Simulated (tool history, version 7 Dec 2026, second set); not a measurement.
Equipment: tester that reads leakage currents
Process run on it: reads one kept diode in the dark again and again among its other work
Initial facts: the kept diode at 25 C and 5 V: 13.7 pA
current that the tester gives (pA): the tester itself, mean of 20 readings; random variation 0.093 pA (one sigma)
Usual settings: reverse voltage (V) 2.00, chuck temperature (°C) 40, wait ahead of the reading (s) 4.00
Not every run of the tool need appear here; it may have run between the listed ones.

| run | hour | reverse voltage (V) | chuck temperature (°C) | wait ahead of the reading (s) | current that the tester gives (pA) |
|---|---|---|---|---|---|
| 1 | 0.0 | 2.00 | 40 | 4.00 | 26.14 |
| 2 | 66.1 | 2.00 | 40 | 4.00 | 26.35 |
| 3 | 180.1 | 2.00 | 40 | 4.00 | 26.25 |
| 4 | 286.6 | 2.00 | 40 | 4.00 | 26.25 |
| 5 | 431.9 | 2.00 | 40 | 4.00 | 26.34 |
| 6 | 533.9 | 2.00 | 40 | 4.00 | 26.35 |
| 7 | 612.4 | 2.00 | 50 | 4.00 | 51.87 |
| 8 | 716.7 | 2.00 | 40 | 4.00 | 26.12 |
| 9 | 825.1 | 2.00 | 40 | 3.56 | 26.17 |
| 10 | 963.7 | 2.00 | 40 | 3.56 | 26.42 |
| 11 | 1066.1 | 2.00 | 40 | 3.56 | 26.27 |
| 12 | 1135.7 | 2.00 | 40 | 4.00 | 26.26 |
| 13 | 1210.8 | 2.00 | 40 | 4.00 | 26.31 |
| 14 | 1323.9 | 2.00 | 40 | 4.00 | 26.18 |
| 15 | 1406.1 | 2.00 | 40 | 0.47 | 27.57 |
|  | 1481.5 | chuck's temperature calibrated |
| 16 | 1548.8 | 2.00 | 40 | 0.47 | 27.81 |
| 17 | 1681.5 | 2.54 | 41 | 6.53 | 31.98 |
| 18 | 1758.7 | 16.20 | 31 | 0.73 | 47.55 |
| 19 | 1891.7 | 10.46 | 29 | 7.10 | 27.80 |
| 20 | 1998.3 | 10.46 | 29 | 7.10 | 27.80 |
| 21 | 2092.5 | 2.00 | 59 | 6.43 | 92.14 |
| 22 | 2236.1 | 2.00 | 45 | 4.00 | 36.94 |
| 23 | 2305.9 | 5.51 | 40 | 4.00 | 44.08 |
| 24 | 2400.5 | 1.29 | 54 | 4.00 | 53.87 |
| 25 | 2495.9 | 1.60 | 54 | 1.58 | 59.87 |

Run 26 is up next; what results do you expect?
| 26 | 2567.2 | 17.39 | 39 | 7.22 | ? |

current that the tester gives (pA): 73.72
With no hidden state in the tool, this same run would have given current that the tester gives (pA) 73.67.
